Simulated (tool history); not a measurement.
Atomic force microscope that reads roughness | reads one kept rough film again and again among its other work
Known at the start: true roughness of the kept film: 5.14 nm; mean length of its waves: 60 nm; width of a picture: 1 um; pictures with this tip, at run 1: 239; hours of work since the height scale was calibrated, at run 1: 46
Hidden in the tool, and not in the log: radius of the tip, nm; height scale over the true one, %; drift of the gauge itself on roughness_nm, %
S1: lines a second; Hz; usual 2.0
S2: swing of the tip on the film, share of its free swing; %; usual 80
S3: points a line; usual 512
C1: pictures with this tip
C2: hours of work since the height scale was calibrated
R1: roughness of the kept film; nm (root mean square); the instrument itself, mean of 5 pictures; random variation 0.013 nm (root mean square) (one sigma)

{"run": 1, "day": 0.0, "S1": 2.0, "S2": 80, "S3": 512, "C1": 239, "C2": 46, "R1": 4.478}
{"run": 2, "day": 0.496, "S1": 2.0, "S2": 80, "S3": 512, "C1": 247, "C2": 51, "R1": 4.476}
{"run": 3, "day": 1.038, "S1": 2.0, "S2": 80, "S3": 512, "C1": 256, "C2": 56, "R1": 4.488}
{"run": 4, "day": 1.779, "S1": 2.0, "S2": 82, "S3": 512, "C1": 269, "C2": 63, "R1": 4.446}
{"run": 5, "day": 2.142, "S1": 2.0, "S2": 80, "S3": 433, "C1": 275, "C2": 67, "R1": 4.455}
{"run": 6, "day": 2.754, "S1": 2.0, "S2": 80, "S3": 433, "C1": 285, "C2": 73, "R1": 4.441}
{"run": 7, "day": 3.458, "S1": 2.0, "S2": 80, "S3": 383, "C1": 296, "C2": 80, "R1": 4.433}
{"run": 8, "day": 3.796, "S1": 2.0, "S2": 80, "S3": 383, "C1": 302, "C2": 83, "R1": 4.462}
{"run": 9, "day": 4.158, "S1": 2.0, "S2": 80, "S3": 540, "C1": 308, "C2": 87, "R1": 4.443}
{"run": 10, "day": 4.621, "S1": 0.9, "S2": 80, "S3": 540, "C1": 315, "C2": 91, "R1": 4.626}
{"run": 11, "day": 5.354, "S1": 0.9, "S2": 80, "S3": 540, "C1": 327, "C2": 99, "R1": 4.624}
{"run": 12, "day": 6.025, "S1": 0.9, "S2": 80, "S3": 540, "C1": 338, "C2": 105, "R1": 4.608}
{"day": 6.375, "done": "new tip fitted"}
{"run": 13, "day": 6.529, "S1": 2.0, "S2": 80, "S3": 512, "C1": 2, "C2": 110, "R1": 4.61}
{"run": 14, "day": 7.183, "S1": 2.0, "S2": 80, "S3": 512, "C1": 13, "C2": 116, "R1": 4.589}
{"run": 15, "day": 7.708, "S1": 2.0, "S2": 80, "S3": 512, "C1": 22, "C2": 122, "R1": 4.604}
{"run": 16, "day": 8.35, "S1": 2.0, "S2": 80, "S3": 512, "C1": 32, "C2": 128, "R1": 4.603}

The next listed run, before its measurement:
{"run": 17, "day": 9.004, "S1": 2.0, "S2": 80, "S3": 512, "C1": 43, "C2": 134, "R1": "?"}

R1: 4.608 nm (root mean square)
Without the tool's hidden state the same run would have given R1 4.637 nm (root mean square).
